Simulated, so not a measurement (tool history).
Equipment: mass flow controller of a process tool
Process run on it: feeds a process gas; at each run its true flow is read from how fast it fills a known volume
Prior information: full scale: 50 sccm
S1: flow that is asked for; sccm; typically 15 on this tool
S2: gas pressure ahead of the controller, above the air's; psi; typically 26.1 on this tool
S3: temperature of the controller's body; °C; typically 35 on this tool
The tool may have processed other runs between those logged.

run 1 day=0 | S1=15 S2=26.1 S3=35 | true_flow_(%)=99
run 2 day=12.1 | S1=15 S2=26.1 S3=35 | true_flow_(%)=98.98
run 3 day=17.812 | S1=15 S2=26.1 S3=35 | true_flow_(%)=98.99
run 4 day=23.729 | S1=15 S2=26.1 S3=35 | true_flow_(%)=98.91
run 5 day=35.529 | S1=15 S2=26.1 S3=35 | true_flow_(%)=99.05
run 6 day=46.742 | S1=15 S2=26.1 S3=35 | true_flow_(%)=99.06
run 7 day=52.125 | S1=15 S2=26.1 S3=35 | true_flow_(%)=99.04
run 8 day=63.733 | S1=15 S2=26.5 S3=35 | true_flow_(%)=99.06
run 9 day=69.025 | S1=15 S2=26.5 S3=35 | true_flow_(%)=99.02
run 10 day=75.408 | S1=15 S2=26.1 S3=35 | true_flow_(%)=98.91
run 11 day=83.525 | S1=15 S2=26.1 S3=35 | true_flow_(%)=99.09
run 12 day=89.767 | S1=15 S2=26.1 S3=35 | true_flow_(%)=99
run 13 day=96.017 | S1=15 S2=26.1 S3=35 | true_flow_(%)=99
run 14 day=101.092 | S1=15 S2=26.1 S3=33 | true_flow_(%)=98.93
run 15 day=106.496 | S1=15 S2=37.4 S3=30 | true_flow_(%)=98.61
run 16 day=118.588 | S1=15 S2=37.4 S3=38 | true_flow_(%)=98.94
run 17 day=126.4 | S1=15 S2=37.4 S3=38 | true_flow_(%)=98.85
run 18 day=132.033 | S1=15 S2=26.8 S3=35 | true_flow_(%)=98.93
run 19 day=139.358 | S1=49 S2=26.8 S3=33 | true_flow_(%)=100.29
run 20 day=144.671 | S1=49 S2=26.8 S3=33 | true_flow_(%)=100.39
run 21 day=154.179 | S1=49 S2=26.8 S3=33 | true_flow_(%)=100.4
run 22 day=165.079 | S1=49 S2=26.8 S3=33 | true_flow_(%)=100.43
run 23 day=176.358 | S1=28 S2=39.6 S3=24 | true_flow_(%)=98.84
run 24 day=185.654 | S1=21 S2=39.6 S3=36 | true_flow_(%)=99.12
run 25 day=197.05 | S1=5 S2=26.1 S3=29 | true_flow_(%)=98.34
run 26 day=203.579 | S1=15 S2=35.2 S3=35 | true_flow_(%)=98.87

5 options for the next run, each taken on its own from the tool as it stands now. Forecast them:
run A day=210.229 | S1=22 S2=26.1 S3=35 | true_flow_(%)=?
run B day=210.229 | S1=47 S2=25.7 S3=23 | true_flow_(%)=?
run C day=210.229 | S1=45 S2=25.1 S3=24 | true_flow_(%)=?
run D day=210.229 | S1=15 S2=35.2 S3=34 | true_flow_(%)=?
run E day=210.229 | S1=18 S2=35.2 S3=35 | true_flow_(%)=?

run=A true_flow_(%)=99.27
run=B true_flow_(%)=99.83
run=C true_flow_(%)=99.8
run=D true_flow_(%)=98.83
run=E true_flow_(%)=98.93
The same runs, with their run-to-run variation unchanged, on a tool lacking any hidden condition would have given:
run=A true_flow_(%)=99.27
run=B true_flow_(%)=99.82
run=C true_flow_(%)=99.8
run=D true_flow_(%)=98.84
run=E true_flow_(%)=98.94
